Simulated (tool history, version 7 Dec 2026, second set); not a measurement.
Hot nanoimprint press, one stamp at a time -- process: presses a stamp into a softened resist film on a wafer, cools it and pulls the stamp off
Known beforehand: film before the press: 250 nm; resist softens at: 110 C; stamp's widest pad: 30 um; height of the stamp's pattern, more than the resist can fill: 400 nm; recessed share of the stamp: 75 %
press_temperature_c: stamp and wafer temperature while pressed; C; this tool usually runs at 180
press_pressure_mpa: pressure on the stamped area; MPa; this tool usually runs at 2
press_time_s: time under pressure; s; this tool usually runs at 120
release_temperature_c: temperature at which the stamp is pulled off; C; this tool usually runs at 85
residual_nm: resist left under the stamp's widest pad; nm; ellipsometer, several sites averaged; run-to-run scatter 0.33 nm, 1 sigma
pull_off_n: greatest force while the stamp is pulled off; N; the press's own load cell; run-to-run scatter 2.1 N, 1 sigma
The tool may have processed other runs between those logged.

{"run": 1, "hour": 0.0, "press_temperature_c": 180, "press_pressure_mpa": 2, "press_time_s": 120, "release_temperature_c": 85, "residual_nm": 118.8, "pull_off_n": 98}
{"run": 2, "hour": 71.0, "press_temperature_c": 180, "press_pressure_mpa": 2, "press_time_s": 180, "release_temperature_c": 85, "residual_nm": 103, "pull_off_n": 97}
{"run": 3, "hour": 167.8, "press_temperature_c": 180, "press_pressure_mpa": 2, "press_time_s": 180, "release_temperature_c": 85, "residual_nm": 103.5, "pull_off_n": 102}
{"run": 4, "hour": 234.6, "press_temperature_c": 180, "press_pressure_mpa": 2, "press_time_s": 180, "release_temperature_c": 85, "residual_nm": 103.6, "pull_off_n": 97}
{"hour": 270.1, "done": "plate thermocouple calibrated"}
{"run": 5, "hour": 289.3, "press_temperature_c": 180, "press_pressure_mpa": 2, "press_time_s": 180, "release_temperature_c": 85, "residual_nm": 103, "pull_off_n": 92}
{"hour": 332.6, "done": "stamp cleaned and given a new release coat"}
{"run": 6, "hour": 350.5, "press_temperature_c": 180, "press_pressure_mpa": 2, "press_time_s": 120, "release_temperature_c": 85, "residual_nm": 119.2, "pull_off_n": 98}
{"run": 7, "hour": 392.8, "press_temperature_c": 180, "press_pressure_mpa": 2.02, "press_time_s": 120, "release_temperature_c": 85, "residual_nm": 119, "pull_off_n": 98}
{"run": 8, "hour": 449.6, "press_temperature_c": 180, "press_pressure_mpa": 2, "press_time_s": 120, "release_temperature_c": 85, "residual_nm": 119, "pull_off_n": 96}
{"run": 9, "hour": 535.1, "press_temperature_c": 180, "press_pressure_mpa": 2, "press_time_s": 193, "release_temperature_c": 85, "residual_nm": 101.4, "pull_off_n": 100}
{"run": 10, "hour": 634.9, "press_temperature_c": 180, "press_pressure_mpa": 2, "press_time_s": 193, "release_temperature_c": 85, "residual_nm": 101.2, "pull_off_n": 100}
{"run": 11, "hour": 731.9, "press_temperature_c": 173, "press_pressure_mpa": 1.72, "press_time_s": 120, "release_temperature_c": 88, "residual_nm": 167.3, "pull_off_n": 94}
{"hour": 810.6, "done": "press's hydraulic seals changed and the load cell set to zero"}
{"run": 12, "hour": 811.3, "press_temperature_c": 173, "press_pressure_mpa": 1.72, "press_time_s": 120, "release_temperature_c": 88, "residual_nm": 168, "pull_off_n": 89}
{"run": 13, "hour": 886.0, "press_temperature_c": 179, "press_pressure_mpa": 1.83, "press_time_s": 120, "release_temperature_c": 78, "residual_nm": 129.9, "pull_off_n": 116}
{"run": 14, "hour": 939.3, "press_temperature_c": 180, "press_pressure_mpa": 1.8, "press_time_s": 120, "release_temperature_c": 85, "residual_nm": 126, "pull_off_n": 97}
{"run": 15, "hour": 992.8, "press_temperature_c": 180, "press_pressure_mpa": 1.8, "press_time_s": 120, "release_temperature_c": 85, "residual_nm": 126.3, "pull_off_n": 99}

Each row is a separate what-if for the run after 15, all from the same tool condition, not one after another. Results?
{"run": "A", "hour": 1033.6, "press_temperature_c": 180, "press_pressure_mpa": 2.1, "press_time_s": 120, "release_temperature_c": 85, "residual_nm": "?", "pull_off_n": "?"}
{"run": "B", "hour": 1033.6, "press_temperature_c": 180, "press_pressure_mpa": 1.34, "press_time_s": 102, "release_temperature_c": 79, "residual_nm": "?", "pull_off_n": "?"}
{"run": "C", "hour": 1033.6, "press_temperature_c": 178, "press_pressure_mpa": 2, "press_time_s": 120, "release_temperature_c": 73, "residual_nm": "?", "pull_off_n": "?"}
{"run": "D", "hour": 1033.6, "press_temperature_c": 184, "press_pressure_mpa": 2.04, "press_time_s": 120, "release_temperature_c": 81, "residual_nm": "?", "pull_off_n": "?"}

run=A residual_nm=117.3 pull_off_n=96
run=B residual_nm=151.7 pull_off_n=116
run=C residual_nm=129.8 pull_off_n=131
run=D residual_nm=100.1 pull_off_n=107
Stripped of hidden state, with their random variation kept, the same runs would have yielded:
run=A residual_nm=116.3 pull_off_n=95
run=B residual_nm=150.5 pull_off_n=115
run=C residual_nm=128.8 pull_off_n=129
run=D residual_nm=99.3 pull_off_n=106

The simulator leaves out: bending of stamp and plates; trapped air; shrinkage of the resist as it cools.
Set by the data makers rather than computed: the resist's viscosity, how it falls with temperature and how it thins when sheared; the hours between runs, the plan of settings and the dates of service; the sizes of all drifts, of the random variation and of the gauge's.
